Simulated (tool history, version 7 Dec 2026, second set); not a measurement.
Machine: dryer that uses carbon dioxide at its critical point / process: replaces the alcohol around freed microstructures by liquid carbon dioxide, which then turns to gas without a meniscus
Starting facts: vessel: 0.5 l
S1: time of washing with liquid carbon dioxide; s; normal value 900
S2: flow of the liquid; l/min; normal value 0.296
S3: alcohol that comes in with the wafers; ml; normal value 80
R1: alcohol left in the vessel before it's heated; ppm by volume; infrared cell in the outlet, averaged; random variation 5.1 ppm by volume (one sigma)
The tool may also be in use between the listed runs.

Run 1, hour 0: usual settings. Result: R1 132 ppm by volume.
Run 2, hour 19.6: usual settings. Result: R1 142 ppm by volume.
Run 3, hour 37.3: usual settings. Result: R1 148 ppm by volume.
Run 4, hour 58.1: usual settings. Result: R1 153 ppm by volume.
Run 5, hour 84.7: usual settings. Result: R1 161 ppm by volume.
Run 6, hour 109: usual settings. Result: R1 166 ppm by volume.
Run 7, hour 126.4: usual settings but S3 51 ml. Result: R1 123 ppm by volume.
Run 8, hour 139.6: usual settings but S2 0.332 l/min, S3 51 ml. Result: R1 91 ppm by volume.
Run 9, hour 157.4: usual settings but S2 0.332 l/min, S3 51 ml. Result: R1 105 ppm by volume.
Run 10, hour 172.7: usual settings but S2 0.332 l/min, S3 51 ml. Result: R1 97 ppm by volume.
Run 11, hour 189.3: usual settings but S1 600 s. Result: R1 1280 ppm by volume.
Run 12, hour 214.3: usual settings but S1 600 s, S3 26 ml. Result: R1 475 ppm by volume.
Run 13, hour 235.2: usual settings but S1 840 s. Result: R1 250 ppm by volume.
Run 14, hour 252.9: usual settings but S1 840 s, S3 96 ml. Result: R1 300 ppm by volume.
Run 15, hour 264.7: usual settings but S2 0.4 l/min, S3 24 ml. Result: R1 88 ppm by volume.
Run 16, hour 277.8: usual settings but S2 0.4 l/min, S3 24 ml. Result: R1 79 ppm by volume.
Run 17, hour 290: usual settings but S2 0.4 l/min, S3 24 ml. Result: R1 76 ppm by volume.
Run 18, hour 307.2: usual settings but S2 0.4 l/min, S3 24 ml. Result: R1 89 ppm by volume.
Run 19, hour 332: usual settings but S2 0.4 l/min, S3 24 ml. Result: R1 87 ppm by volume.
Run 20, hour 359.3: usual settings but S2 0.4 l/min, S3 24 ml. Result: R1 88 ppm by volume.
At hour 375.1: inlet filter changed.
Run 21, hour 384.1: usual settings but S2 0.4 l/min, S3 24 ml. Result: R1 99 ppm by volume.
Run 22, hour 399.2: usual settings but S1 780 s, S2 0.419 l/min, S3 114 ml. Result: R1 98 ppm by volume.
Run 23, hour 412.5: usual settings but S1 780 s, S2 0.419 l/min, S3 114 ml. Result: R1 91 ppm by volume.
Run 24, hour 439.4: usual settings but S2 0.419 l/min, S3 114 ml. Result: R1 89 ppm by volume.
Run 25, hour 455.6: usual settings but S1 600 s, S2 0.358 l/min, S3 116 ml. Result: R1 473 ppm by volume.

What if the next run were any one of these 4? Each begins from the tool's condition after run 25:
Run A, hour 473.4: usual settings but S1 780 s, S3 79 ml. Result: R1 ?.
Run B, hour 473.4: usual settings but S1 780 s, S2 0.358 l/min, S3 28 ml. Result: R1 ?.
Run C, hour 473.4: usual settings but S2 0.327 l/min, S3 22 ml. Result: R1 ?.
Run D, hour 473.4: usual settings but S1 840 s, S2 0.473 l/min. Result: R1 ?.

run   R1
  A  263
  B   99
  C   97
  D   94
Had the tool no hidden state, the same runs would have come out as:
run   R1
  A  154
  B    9
  C   11
  D    6

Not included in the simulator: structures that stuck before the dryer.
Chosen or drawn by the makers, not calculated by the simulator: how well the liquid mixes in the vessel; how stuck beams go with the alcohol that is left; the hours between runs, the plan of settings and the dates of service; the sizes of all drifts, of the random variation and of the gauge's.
